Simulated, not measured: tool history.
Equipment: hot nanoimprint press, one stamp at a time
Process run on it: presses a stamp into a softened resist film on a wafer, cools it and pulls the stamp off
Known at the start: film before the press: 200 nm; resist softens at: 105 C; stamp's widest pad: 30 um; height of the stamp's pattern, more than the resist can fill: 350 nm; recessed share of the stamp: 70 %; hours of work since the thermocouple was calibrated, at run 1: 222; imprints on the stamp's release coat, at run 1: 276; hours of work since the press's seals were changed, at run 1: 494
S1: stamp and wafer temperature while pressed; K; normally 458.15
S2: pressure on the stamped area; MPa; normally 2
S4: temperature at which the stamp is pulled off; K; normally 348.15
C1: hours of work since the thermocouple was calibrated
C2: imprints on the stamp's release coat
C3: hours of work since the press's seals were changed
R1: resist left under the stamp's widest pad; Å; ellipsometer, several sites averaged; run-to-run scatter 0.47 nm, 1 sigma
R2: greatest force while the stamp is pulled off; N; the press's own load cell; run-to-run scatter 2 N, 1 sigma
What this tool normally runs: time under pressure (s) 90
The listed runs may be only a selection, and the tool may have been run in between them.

Run 1, hour 0: usual settings; C1 222; C2 276; C3 494. Result: R1 1014 Å, R2 102 N.
Run 2, hour 27.8: usual settings but time under pressure (s) 63; C1 238; C2 395; C3 510. Result: R1 1134 Å, R2 101 N.
At hour 72.7: stamp cleaned and given a new release coat.
Run 3, hour 81.2: usual settings; C1 266; C2 37; C3 538. Result: R1 1021 Å, R2 106 N.
At hour 104.5: plate thermocouple calibrated.
Run 4, hour 146.3: usual settings but S1 456.15 K; C1 24; C2 303; C3 574. Result: R1 1106 Å, R2 103 N.
Run 5, hour 179.7: usual settings but S1 456.15 K; C1 44; C2 447; C3 593. Result: R1 1098 Å, R2 108 N.
At hour 210.1: stamp cleaned and given a new release coat.
Run 6, hour 218.4: usual settings; C1 63; C2 36; C3 613. Result: R1 1004 Å, R2 100 N.
Run 7, hour 247.6: usual settings; C1 80; C2 161; C3 630. Result: R1 1001 Å, R2 107 N.
Run 8, hour 284.4: usual settings; C1 102; C2 319; C3 651. Result: R1 1012 Å, R2 108 N.
Run 9, hour 315.2: usual settings; C1 120; C2 451; C3 669. Result: R1 1007 Å, R2 107 N.
At hour 344.4: stamp cleaned and given a new release coat.
Run 10, hour 369.9: usual settings; C1 148; C2 109; C3 698. Result: R1 1014 Å, R2 104 N.
Run 11, hour 424.5: usual settings; C1 180; C2 343; C3 730. Result: R1 1010 Å, R2 107 N.
Run 12, hour 468.4: usual settings but S2 1.29 MPa; C1 206; C2 531; C3 755. Result: R1 1192 Å, R2 104 N.
At hour 477.9: stamp cleaned and given a new release coat.
Run 13, hour 513: usual settings but S2 1.29 MPa; C1 228; C2 151; C3 778. Result: R1 1188 Å, R2 105 N.
Run 14, hour 573.9: usual settings but time under pressure (s) 60; C1 264; C2 412; C3 814. Result: R1 1140 Å, R2 103 N.
At hour 598.7: plate thermocouple calibrated.
At hour 614.4: stamp cleaned and given a new release coat.
Run 15, hour 622.8: usual settings but time under pressure (s) 60; C1 11; C2 36; C3 837. Result: R1 1135 Å, R2 108 N.
At hour 678.6: press's hydraulic seals changed and the load cell set to zero.
Run 16, hour 693.3: usual settings but time under pressure (s) 60; C1 47; C2 304; C3 9. Result: R1 1137 Å, R2 107 N.
Run 17, hour 723.5: usual settings but S1 457.15 K, S2 2.44 MPa, time under pressure (s) 147, S4 352.15 K; C1 65; C2 433; C3 26. Result: R1 795 Å, R2 101 N.
At hour 757.5: stamp cleaned and given a new release coat.
At hour 765.7: gauge calibrated.
Run 18, hour 784.1: usual settings but S1 457.15 K, S2 2.44 MPa, time under pressure (s) 64, S4 344.15 K; C1 97; C2 114; C3 58. Result: R1 1096 Å, R2 109 N.
Run 19, hour 847.5: usual settings but S1 464.15 K, time under pressure (s) 154, S4 344.15 K; C1 134; C2 386; C3 95. Result: R1 628 Å, R2 115 N.
At hour 893.5: stamp cleaned and given a new release coat.
Run 20, hour 901.5: usual settings but S1 469.15 K, S2 1.44 MPa, time under pressure (s) 68, S4 335.15 K; C1 162; C2 34; C3 123. Result: R1 823 Å, R2 130 N.
Run 21, hour 959.4: usual settings but S2 1.24 MPa, time under pressure (s) 69, S4 345.15 K; C1 196; C2 283; C3 157. Result: R1 1323 Å, R2 110 N.
Run 22, hour 996.7: usual settings but S2 2.54 MPa, time under pressure (s) 69, S4 334.15 K; C1 218; C2 443; C3 179. Result: R1 998 Å, R2 126 N.
At hour 1026.1: stamp cleaned and given a new release coat.
Run 23, hour 1033.9: usual settings but S2 1.85 MPa, time under pressure (s) 83; C1 236; C2 34; C3 197. Result: R1 1064 Å, R2 103 N.
Run 24, hour 1091.5: usual settings but S2 1.85 MPa, time under pressure (s) 78; C1 270; C2 281; C3 231. Result: R1 1100 Å, R2 106 N.
At hour 1109.4: plate thermocouple calibrated.
Run 25, hour 1147.7: usual settings but S1 460.15 K, time under pressure (s) 99; C1 22; C2 509; C3 262. Result: R1 892 Å, R2 109 N.
At hour 1164.6: stamp cleaned and given a new release coat.
Run 26, hour 1202.4: usual settings but S1 460.15 K, time under pressure (s) 99; C1 51; C2 162; C3 291. Result: R1 888 Å, R2 104 N.
Run 27, hour 1240.5: usual settings but S1 460.15 K, S2 1.43 MPa, time under pressure (s) 99, S4 339.15 K; C1 73; C2 325; C3 313. Result: R1 1034 Å, R2 119 N.
Run 28, hour 1287.5: usual settings but S1 452.15 K, S2 2.85 MPa, S4 340.15 K; C1 101; C2 527; C3 340. Result: R1 1101 Å, R2 121 N.

What would each run have given without the hidden state, its run-to-run variation left as it was?
The tool's hidden condition here consists of: true temperature over the reading, C; pressure that arrives at the usual setting, %; grip of the stamp's worn release coat, % over a new coat's; drift of the gauge itself on residual_nm, %; drift of the gauge itself on pull_off_n, %.
run    R1
  1  1012
  2  1132
  3  1021
  4  1111
  5  1103
  6  1011
  7  1009
  8  1020
  9  1017
 10  1025
 11  1023
 12  1210
 13  1208
 14  1161
 15  1160
 16  1166
 17   815
 18  1096
 19   629
 20   826
 21  1331
 22  1005
 23  1072
 24  1111
 25   904
 26   901
 27  1052
 28  1121
R2 without the hidden state stays within 2 N of what was measured, in all runs.
